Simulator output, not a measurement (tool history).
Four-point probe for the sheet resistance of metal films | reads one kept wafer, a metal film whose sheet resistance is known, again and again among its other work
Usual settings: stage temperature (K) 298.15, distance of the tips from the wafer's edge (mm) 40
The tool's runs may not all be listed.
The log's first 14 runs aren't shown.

run   hour  stage temperature (K)  distance of the tips from the wafer's edge (mm)  touches since the probe head was changed  hours of work since the stage's thermometer was calibrated  sheet resistance as the instrument gives it (ohm/square)
 15  210.7                 295.15                                               40                                      8606                                                         168                                                   0.12793
 16  220.1                 295.15                                               40                                      8734                                                         172                                                  0.127905
 17  230.1                 295.15                                               40                                      8872                                                         176                                                  0.127885
 18  240.3                 304.15                                               40                                      9012                                                         180                                                  0.128461
 19  257.1                 304.15                                               40                                      9244                                                         187                                                  0.128445
 20  274.3                 304.15                                                7                                      9481                                                         194                                                  0.130657
 21    288                 304.15                                                6                                      9670                                                         200                                                  0.131426
 22  300.8                 298.15                                                9                                      9845                                                         206                                                  0.129354
 23  310.3                 298.15                                                9                                      9976                                                         210                                                  0.129402
 24    321                 294.15                                               30                                     10124                                                         214                                                   0.12789
 25  330.1                 302.15                                               35                                     10248                                                         218                                                  0.128391
 26  341.3                 298.15                                               10                                     10403                                                         223                                                  0.129129
 27  361.9                 298.15                                               10                                     10685                                                         231                                                  0.129144
 28    382                 298.15                                               10                                     10962                                                         240                                                  0.129134
 29  394.6                 298.15                                               10                                     11136                                                         245                                                  0.129113

Forecast run 30:
 30  410.2                 296.15                                                4                                     11350                                                         251                                                         ?

Run 30 gave sheet resistance as the instrument gives it (ohm/square) 0.134447.
Without the tool's hidden state the same run would have given sheet resistance as the instrument gives it (ohm/square) 0.134457.
